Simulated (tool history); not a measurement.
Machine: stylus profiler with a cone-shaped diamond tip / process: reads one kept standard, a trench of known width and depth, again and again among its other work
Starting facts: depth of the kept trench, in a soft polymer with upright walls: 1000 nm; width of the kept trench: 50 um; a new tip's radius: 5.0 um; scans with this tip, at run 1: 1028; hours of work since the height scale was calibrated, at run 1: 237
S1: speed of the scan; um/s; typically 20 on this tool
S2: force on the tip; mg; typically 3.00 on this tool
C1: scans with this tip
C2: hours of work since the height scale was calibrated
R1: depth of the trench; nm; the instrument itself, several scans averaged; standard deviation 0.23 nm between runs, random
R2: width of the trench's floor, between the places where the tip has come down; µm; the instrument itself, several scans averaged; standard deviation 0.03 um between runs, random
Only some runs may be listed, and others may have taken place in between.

run	hour	S1	S2	C1	C2	R1	R2
1	0.0	20	3.00	1028	237	1019.09	43.55
2	36.3	20	3.00	1137	262	1018.98	43.41
3	70.1	20	3.00	1238	285	1018.79	43.38
4	88.5	20	3.00	1293	298	1018.97	43.33
5	113.3	9	3.00	1367	315	1018.72	43.37
6	151.5	20	4.12	1482	341	1023.52	43.31
7	186.7	20	4.12	1587	366	1023.11	43.23
8	204.9	20	3.00	1642	378	1019.26	43.25
9	235.1	20	3.00	1733	399	1019.57	43.07
10	261.0	20	3.00	1810	417	1019.06	43.08
11	283.3	20	3.00	1877	432	1018.98	43.07
# hour 286.6: height scale calibrated on a step standard
12	316.8	20	3.00	1976	21	1019.90	43.02
13	340.9	20	3.00	2048	37	1020.24	42.95
14	368.0	20	3.00	2130	56	1019.85	42.95
15	399.0	5	3.00	2222	78	1019.85	43.01
16	426.1	5	3.00	2304	96	1020.07	42.94
17	461.5	5	3.00	2410	121	1019.96	42.88
# hour 479.7: height scale calibrated on a step standard, once more
18	480.1	5	3.00	2464	0	1017.51	42.89
19	496.0	20	3.00	2512	11	1017.42	42.79
20	526.3	20	3.00	2603	32	1017.57	42.76
21	556.8	20	3.00	2694	53	1017.67	42.74
22	591.5	20	3.00	2798	77	1018.03	42.64
23	625.7	20	3.00	2901	101	1017.88	42.61
24	657.2	20	3.14	2995	123	1018.60	42.60
25	686.1	20	3.14	3082	143	1018.50	42.57
26	719.2	15	1.27	3181	165	1010.24	42.51
27	748.4	11	5.95	3269	186	1028.50	42.47
28	775.1	41	1.57	3348	204	1011.78	42.22
29	795.2	54	7.58	3409	218	1033.44	42.33
30	811.8	60	5.08	3459	229	1025.30	42.27
31	843.8	20	1.08	3554	251	1009.06	42.25
32	869.8	20	1.08	3632	269	1009.62	42.19
33	891.2	20	1.08	3697	284	1009.36	42.17
34	925.7	20	1.08	3800	308	1009.96	42.17
35	942.6	20	1.08	3851	320	1009.70	42.12
36	958.1	40	1.54	3897	330	1012.07	41.98
37	981.3	40	1.54	3967	346	1011.59	41.97
38	1005.9	20	4.85	4041	363	1025.27	42.12
39	1029.6	9	2.60	4111	380	1016.72	42.21
40	1067.2	9	6.42	4224	406	1030.16	42.09
41	1089.2	18	4.09	4290	421	1022.25	42.08

Entry by entry between the runs, the difference in hidden state between the last listed run before and the first listed run after:
In the gap between runs 11 and 12: height scale calibrated on a step standard (hour 286.6)
  radius of the tip, um: 6.3 -> 6.37; height scale over the true one, %: 0.146 -> 0.187
  difference, measured minus the result without the unlogged condition, R1: +1.48 -> +1.90 nm; R2: -0.81 -> -0.85 µm
In the gap between runs 17 and 18: height scale calibrated on a step standard, once more (hour 479.7)
  radius of the tip, um: 6.73 -> 6.78; height scale over the true one, %: 0.21 -> -0.032
  difference, measured minus the result without the unlogged condition, R1: +2.14 -> -0.33 nm; R2: -1.06 -> -1.09 µm

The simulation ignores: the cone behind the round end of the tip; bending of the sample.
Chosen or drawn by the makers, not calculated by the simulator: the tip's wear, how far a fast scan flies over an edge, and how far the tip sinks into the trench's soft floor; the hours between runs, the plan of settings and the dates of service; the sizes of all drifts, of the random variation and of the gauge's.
